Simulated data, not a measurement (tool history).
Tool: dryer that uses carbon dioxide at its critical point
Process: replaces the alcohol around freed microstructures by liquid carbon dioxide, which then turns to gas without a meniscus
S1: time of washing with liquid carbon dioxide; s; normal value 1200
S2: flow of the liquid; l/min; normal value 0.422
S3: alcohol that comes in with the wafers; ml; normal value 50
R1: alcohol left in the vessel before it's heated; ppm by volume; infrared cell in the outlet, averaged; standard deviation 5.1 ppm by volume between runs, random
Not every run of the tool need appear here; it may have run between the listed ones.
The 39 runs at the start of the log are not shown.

Run 40, hour 1422.4: usual settings but S1 1140 s, S2 0.303 l/min. Result: R1 799 ppm by volume.
Run 41, hour 1458.4: usual settings but S1 1140 s, S2 0.385 l/min, S3 26 ml. Result: R1 275 ppm by volume.
Run 42, hour 1504.5: usual settings but S1 1140 s, S2 0.385 l/min, S3 26 ml. Result: R1 276 ppm by volume.
Run 43, hour 1530.2: usual settings but S3 84 ml. Result: R1 330 ppm by volume.
At hour 1551.6: purifier's bed changed.
Run 44, hour 1560.5: usual settings but S1 900 s, S3 84 ml. Result: R1 752 ppm by volume.
Run 45, hour 1587.2: usual settings but S1 900 s, S3 84 ml. Result: R1 783 ppm by volume.
Run 46, hour 1630.9: usual settings but S1 900 s, S3 84 ml. Result: R1 808 ppm by volume.
Run 47, hour 1656.3: usual settings but S1 1500 s, S2 0.510 l/min, S3 51 ml. Result: R1 18 ppm by volume.

Alternative continuations, all from the tool just after run 47; predict every row:
Run A, hour 1704.7: usual settings but S1 1500 s, S2 0.267 l/min, S3 51 ml. Result: R1 ?.
Run B, hour 1704.7: usual settings but S1 780 s, S2 0.361 l/min, S3 77 ml. Result: R1 ?.
Run C, hour 1704.7: usual settings but S1 1620 s, S2 0.360 l/min. Result: R1 ?.
Run D, hour 1704.7: usual settings but S1 780 s, S2 0.327 l/min, S3 51 ml. Result: R1 ?.

run    R1
  A   432
  B  2553
  C    64
  D  2395
Had the tool no hidden state, the same runs would have come out as:
run    R1
  A   238
  B  1684
  C    26
  D  1642
